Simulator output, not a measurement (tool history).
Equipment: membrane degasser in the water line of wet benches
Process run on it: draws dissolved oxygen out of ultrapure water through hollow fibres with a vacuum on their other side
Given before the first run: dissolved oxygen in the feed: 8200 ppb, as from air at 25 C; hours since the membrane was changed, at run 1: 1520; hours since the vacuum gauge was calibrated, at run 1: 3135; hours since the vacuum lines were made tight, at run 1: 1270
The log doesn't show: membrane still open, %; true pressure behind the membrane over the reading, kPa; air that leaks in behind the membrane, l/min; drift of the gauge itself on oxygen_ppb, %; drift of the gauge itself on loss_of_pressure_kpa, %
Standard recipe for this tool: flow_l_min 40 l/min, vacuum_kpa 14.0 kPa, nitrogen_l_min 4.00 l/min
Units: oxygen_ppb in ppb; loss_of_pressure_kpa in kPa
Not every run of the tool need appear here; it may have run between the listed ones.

| run | hour | flow_l_min | vacuum_kpa | nitrogen_l_min | hours since the membrane was changed | hours since the vacuum gauge was calibrated | hours since the vacuum lines were made tight | oxygen_ppb | loss_of_pressure_kpa |
|---|---|---|---|---|---|---|---|---|---|
| 1 | 0.0 | 40 | 14.0 | 4.00 | 1520 | 3135 | 1270 | 266.0 | 25.83 |
| 2 | 46.3 | 40 | 14.0 | 4.00 | 1566 | 3181 | 1316 | 265.0 | 26.03 |
| 3 | 71.6 | 40 | 14.0 | 9.63 | 1592 | 3207 | 1341 | 119.9 | 25.87 |
| 4 | 99.2 | 44 | 14.0 | 4.00 | 1619 | 3234 | 1369 | 291.5 | 28.35 |
| 5 | 123.7 | 44 | 14.0 | 4.00 | 1644 | 3259 | 1393 | 295.6 | 28.34 |
| 6 | 169.3 | 59 | 14.0 | 4.00 | 1689 | 3305 | 1439 | 406.1 | 37.97 |
| 7 | 214.6 | 40 | 14.0 | 4.00 | 1735 | 3350 | 1484 | 265.9 | 25.48 |
| 8 | 258.2 | 40 | 14.0 | 4.00 | 1778 | 3393 | 1528 | 265.8 | 25.86 |
| 9 | 282.8 | 40 | 14.0 | 4.00 | 1803 | 3418 | 1553 | 265.7 | 25.75 |
|  | 294.0 | vacuum gauge calibrated |
| 10 | 313.6 | 40 | 14.0 | 4.00 | 1833 | 20 | 1583 | 259.0 | 25.59 |
| 11 | 346.6 | 40 | 14.0 | 4.00 | 1866 | 53 | 1616 | 256.4 | 26.11 |
| 12 | 378.5 | 40 | 15.4 | 4.00 | 1898 | 84 | 1648 | 287.9 | 25.88 |
| 13 | 420.1 | 40 | 15.4 | 6.26 | 1940 | 126 | 1689 | 193.5 | 25.93 |
| 14 | 452.6 | 40 | 15.4 | 6.26 | 1972 | 159 | 1722 | 193.1 | 25.70 |
| 15 | 476.7 | 40 | 15.4 | 6.26 | 1996 | 183 | 1746 | 195.1 | 25.84 |
| 16 | 498.2 | 34 | 31.2 | 4.23 | 2018 | 204 | 1767 | 510.8 | 22.15 |
| 17 | 523.0 | 34 | 31.2 | 4.23 | 2043 | 229 | 1792 | 507.9 | 22.04 |
| 18 | 543.0 | 40 | 21.4 | 4.00 | 2063 | 249 | 1812 | 419.0 | 26.04 |
| 19 | 569.1 | 53 | 14.0 | 4.00 | 2089 | 275 | 1838 | 346.8 | 34.64 |
| 20 | 595.4 | 35 | 13.3 | 5.80 | 2115 | 301 | 1865 | 151.1 | 22.70 |

Run 21 comes next. What will it give?
| 21 | 633.6 | 40 | 14.0 | 9.26 | 2153 | 340 | 1903 | ? | ? |

oxygen_ppb: 121.8 ppb
loss_of_pressure_kpa: 26.00 kPa
Without the tool's hidden state the same run would have given oxygen_ppb 120.1 ppb, loss_of_pressure_kpa 25.36 kPa.
